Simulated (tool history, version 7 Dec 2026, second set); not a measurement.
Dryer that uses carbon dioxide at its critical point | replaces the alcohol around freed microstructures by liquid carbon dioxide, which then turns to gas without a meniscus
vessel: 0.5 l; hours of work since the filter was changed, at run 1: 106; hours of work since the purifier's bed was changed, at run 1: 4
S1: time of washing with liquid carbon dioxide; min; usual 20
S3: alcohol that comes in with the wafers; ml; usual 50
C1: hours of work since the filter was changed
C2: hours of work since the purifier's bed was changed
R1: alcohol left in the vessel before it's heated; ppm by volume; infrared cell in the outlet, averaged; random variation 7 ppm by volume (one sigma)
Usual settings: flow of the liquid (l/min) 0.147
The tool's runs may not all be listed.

{"run": 1, "hour": 0.0, "S1": 20, "flow of the liquid (l/min)": 0.147, "S3": 50, "C1": 106, "C2": 4, "R1": 456}
{"run": 2, "hour": 7.0, "S1": 20, "flow of the liquid (l/min)": 0.108, "S3": 50, "C1": 110, "C2": 8, "R1": 1846}
{"run": 3, "hour": 14.8, "S1": 20, "flow of the liquid (l/min)": 0.108, "S3": 50, "C1": 114, "C2": 12, "R1": 1942}
{"run": 4, "hour": 22.5, "S1": 20, "flow of the liquid (l/min)": 0.108, "S3": 50, "C1": 119, "C2": 17, "R1": 1927}
{"run": 5, "hour": 30.7, "S1": 20, "flow of the liquid (l/min)": 0.147, "S3": 40, "C1": 123, "C2": 21, "R1": 388}
{"run": 6, "hour": 41.6, "S1": 22, "flow of the liquid (l/min)": 0.147, "S3": 50, "C1": 129, "C2": 27, "R1": 285}
{"run": 7, "hour": 54.8, "S1": 20, "flow of the liquid (l/min)": 0.225, "S3": 50, "C1": 137, "C2": 35, "R1": 48}
{"run": 8, "hour": 63.1, "S1": 20, "flow of the liquid (l/min)": 0.225, "S3": 50, "C1": 141, "C2": 39, "R1": 30}
{"run": 9, "hour": 77.5, "S1": 20, "flow of the liquid (l/min)": 0.225, "S3": 50, "C1": 149, "C2": 47, "R1": 44}
{"run": 10, "hour": 89.6, "S1": 20, "flow of the liquid (l/min)": 0.181, "S3": 50, "C1": 156, "C2": 54, "R1": 178}
{"run": 11, "hour": 95.8, "S1": 20, "flow of the liquid (l/min)": 0.147, "S3": 50, "C1": 160, "C2": 57, "R1": 544}
{"run": 12, "hour": 110.9, "S1": 20, "flow of the liquid (l/min)": 0.147, "S3": 50, "C1": 168, "C2": 66, "R1": 541}
{"run": 13, "hour": 125.1, "S1": 20, "flow of the liquid (l/min)": 0.147, "S3": 50, "C1": 176, "C2": 74, "R1": 558}
{"run": 14, "hour": 138.3, "S1": 25, "flow of the liquid (l/min)": 0.19, "S3": 35, "C1": 183, "C2": 81, "R1": 32}
{"run": 15, "hour": 146.5, "S1": 25, "flow of the liquid (l/min)": 0.13, "S3": 22, "C1": 188, "C2": 86, "R1": 159}
{"run": 16, "hour": 153.3, "S1": 17, "flow of the liquid (l/min)": 0.157, "S3": 98, "C1": 192, "C2": 89, "R1": 1855}
{"run": 17, "hour": 159.7, "S1": 20, "flow of the liquid (l/min)": 0.147, "S3": 88, "C1": 195, "C2": 93, "R1": 1054}
{"run": 18, "hour": 171.8, "S1": 20, "flow of the liquid (l/min)": 0.198, "S3": 88, "C1": 202, "C2": 100, "R1": 205}
{"hour": 178.2, "done": "inlet filter changed"}
{"run": 19, "hour": 186.2, "S1": 29, "flow of the liquid (l/min)": 0.101, "S3": 57, "C1": 4, "C2": 107, "R1": 396}
{"run": 20, "hour": 199.8, "S1": 29, "flow of the liquid (l/min)": 0.099, "S3": 29, "C1": 12, "C2": 115, "R1": 250}
{"run": 21, "hour": 211.2, "S1": 29, "flow of the liquid (l/min)": 0.099, "S3": 29, "C1": 18, "C2": 121, "R1": 250}
{"run": 22, "hour": 223.4, "S1": 31, "flow of the liquid (l/min)": 0.215, "S3": 88, "C1": 25, "C2": 128, "R1": 25}
{"run": 23, "hour": 231.4, "S1": 21, "flow of the liquid (l/min)": 0.192, "S3": 43, "C1": 30, "C2": 132, "R1": 61}
{"run": 24, "hour": 243.0, "S1": 21, "flow of the liquid (l/min)": 0.192, "S3": 43, "C1": 36, "C2": 139, "R1": 66}
{"run": 25, "hour": 258.0, "S1": 17, "flow of the liquid (l/min)": 0.228, "S3": 43, "C1": 44, "C2": 147, "R1": 74}
{"run": 26, "hour": 269.5, "S1": 17, "flow of the liquid (l/min)": 0.133, "S3": 68, "C1": 51, "C2": 154, "R1": 1905}

Forecast each of these 4 alternatives for the next run:
{"run": "A", "hour": 276.5, "S1": 29, "flow of the liquid (l/min)": 0.133, "S3": 119, "C1": 55, "C2": 157, "R1": "?"}
{"run": "B", "hour": 276.5, "S1": 17, "flow of the liquid (l/min)": 0.191, "S3": 68, "C1": 55, "C2": 157, "R1": "?"}
{"run": "C", "hour": 276.5, "S1": 17, "flow of the liquid (l/min)": 0.137, "S3": 28, "C1": 55, "C2": 157, "R1": "?"}
{"run": "D", "hour": 276.5, "S1": 16, "flow of the liquid (l/min)": 0.133, "S3": 68, "C1": 55, "C2": 157, "R1": "?"}

run=A R1=180
run=B R1=315
run=C R1=711
run=D R1=2492
Without the tool's hidden state the same runs would have given:
run=A R1=128
run=B R1=244
run=C R1=601
run=D R1=2173

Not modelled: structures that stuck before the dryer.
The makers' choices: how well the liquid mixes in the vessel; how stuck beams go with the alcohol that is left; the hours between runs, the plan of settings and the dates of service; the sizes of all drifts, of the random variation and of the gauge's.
